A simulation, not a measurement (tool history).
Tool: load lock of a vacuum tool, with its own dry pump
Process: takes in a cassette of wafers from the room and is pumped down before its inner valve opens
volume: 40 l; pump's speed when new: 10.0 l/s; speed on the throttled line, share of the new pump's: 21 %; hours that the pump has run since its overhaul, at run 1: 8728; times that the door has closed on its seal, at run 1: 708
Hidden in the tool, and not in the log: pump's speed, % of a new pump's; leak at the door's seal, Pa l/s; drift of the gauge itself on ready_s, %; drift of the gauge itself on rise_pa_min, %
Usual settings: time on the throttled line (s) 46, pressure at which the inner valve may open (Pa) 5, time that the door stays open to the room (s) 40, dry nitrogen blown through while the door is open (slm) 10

run    hour  time on the throttled line (s)  pressure at which the inner valve may open (Pa)  time that the door stays open to the room (s)  dry nitrogen blown through while the door is open (slm)  hours that the pump has run since its overhaul  times that the door has closed on its seal  incoming humidity of the room's air, %  time from the closed door until the inner valve may open (s)  rise of the pressure with all valves shut (Pa/min)
  1       0                              46                                                5                                             40                                                       10                                            8728                                         708                                    45.1                                                          84.5                                               0.033
  2   134.4                              46                                                5                                             40                                                       10                                            8863                                         984                                    45.1                                                          83.5                                               0.036
  3   289.2                              46                                                5                                             40                                                       10                                            9018                                        1301                                    42.4                                                          84.3                                               0.033
  4   395.7                              46                                                5                                            147                                                       10                                            9124                                        1520                                    47.5                                                          83.6                                               0.049
  5   555.7                              46                                                9                                             40                                                       10                                            9284                                        1848                                      47                                                          81.4                                               0.038
  6   686.8                              46                                                9                                             40                                                       10                                            9415                                        2117                                    43.3                                                            81                                               0.034
  7   802.9                              46                                                9                                             40                                                       10                                            9531                                        2355                                    47.1                                                          80.6                                               0.042
  8   873.1                              46                                                9                                             40                                                       10                                            9602                                        2499                                    45.1                                                          81.6                                               0.035
  9  1003.2                              46                                                8                                             40                                                       10                                            9732                                        2766                                    45.9                                                          82.1                                               0.038
 10  1095.4                              81                                                5                                             40                                                       10                                            9824                                        2955                                    44.6                                                           111                                               0.036
 11    1198                              81                                                5                                             40                                                       10                                            9927                                        3166                                    46.2                                                         110.5                                               0.043
 12  1351.5                              46                                                5                                             40                                                       10                                           10080                                        3480                                    50.1                                                          84.3                                               0.041
 13  1474.9                              46                                                5                                             40                                                       10                                           10203                                        3734                                      46                                                          85.7                                               0.036
 14  1588.8                              46                                                5                                             40                                                       35                                           10317                                        3967                                    47.2                                                          84.5                                               0.033
 15  1745.3                              46                                                9                                             40                                                        4                                           10474                                        4288                                    47.3                                                          82.2                                               0.046
 16  1870.5                              46                                                9                                             40                                                        4                                           10599                                        4545                                    42.7                                                          82.3                                                0.04
 17  1947.5                              46                                                9                                             40                                                        4                                           10676                                        4703                                    44.8                                                          82.4                                               0.046
 18  2079.9                              46                                                9                                             40                                                        4                                           10808                                        4974                                    42.5                                                          81.9                                               0.044
 19  2206.4                              46                                                9                                             40                                                        4                                           10935                                        5234                                    43.6                                                          82.9                                               0.049
 20  2282.5                              78                                                4                                            155                                                       10                                           11011                                        5390                                    47.2                                                         111.5                                               0.065
 21  2400.9                              78                                                4                                            155                                                       10                                           11129                                        5633                                    46.6                                                         111.2                                               0.069
 22  2480.5                              78                                                4                                            155                                                       10                                           11209                                        5796                                    43.1                                                         110.9                                               0.064
 23  2608.3                              35                                                7                                            155                                                       10                                           11337                                        6058                                    45.7                                                          75.9                                               0.073
 24  2737.8                              58                                                7                                             55                                                       10                                           11466                                        6324                                    44.8                                                            93                                               0.045
 25  2821.2                              46                                                5                                            197                                                       10                                           11550                                        6495                                      43                                                          86.4                                               0.066
 26  2975.9                              46                                                5                                            197                                                       10                                           11704                                        6813                                    43.4                                                          86.4                                               0.063

5 ways to go on from here, each from the tool as it stands after run 26. What would each give?
  A  3054.1                              46                                                6                                            197                                                        7                                           11783                                        6973                                    46.3                                                             ?                                                   ?
  B  3054.1                              46                                               10                                            139                                                       10                                           11783                                        6973                                    45.1                                                             ?                                                   ?
  C  3054.1                              46                                                5                                             40                                                       25                                           11783                                        6973                                    47.2                                                             ?                                                   ?
  D  3054.1                              46                                                5                                             40                                                       10                                           11783                                        6973                                    46.6                                                             ?                                                   ?
  E  3054.1                              58                                                5                                            231                                                       10                                           11783                                        6973                                    45.6                                                             ?                                                   ?

run  time from the closed door until the inner valve may open (s)  rise of the pressure with all valves shut (Pa/min)
  A                                                          86.4                                               0.078
  B                                                          81.5                                               0.067
  C                                                          86.7                                                0.04
  D                                                          86.9                                                0.05
  E                                                          95.5                                               0.072
Without the tool's hidden state the same runs would have given:
run  time from the closed door until the inner valve may open (s)  rise of the pressure with all valves shut (Pa/min)
  A                                                          76.6                                               0.061
  B                                                          72.6                                                0.05
  C                                                          76.5                                               0.023
  D                                                          76.7                                               0.033
  E                                                          86.1                                               0.055

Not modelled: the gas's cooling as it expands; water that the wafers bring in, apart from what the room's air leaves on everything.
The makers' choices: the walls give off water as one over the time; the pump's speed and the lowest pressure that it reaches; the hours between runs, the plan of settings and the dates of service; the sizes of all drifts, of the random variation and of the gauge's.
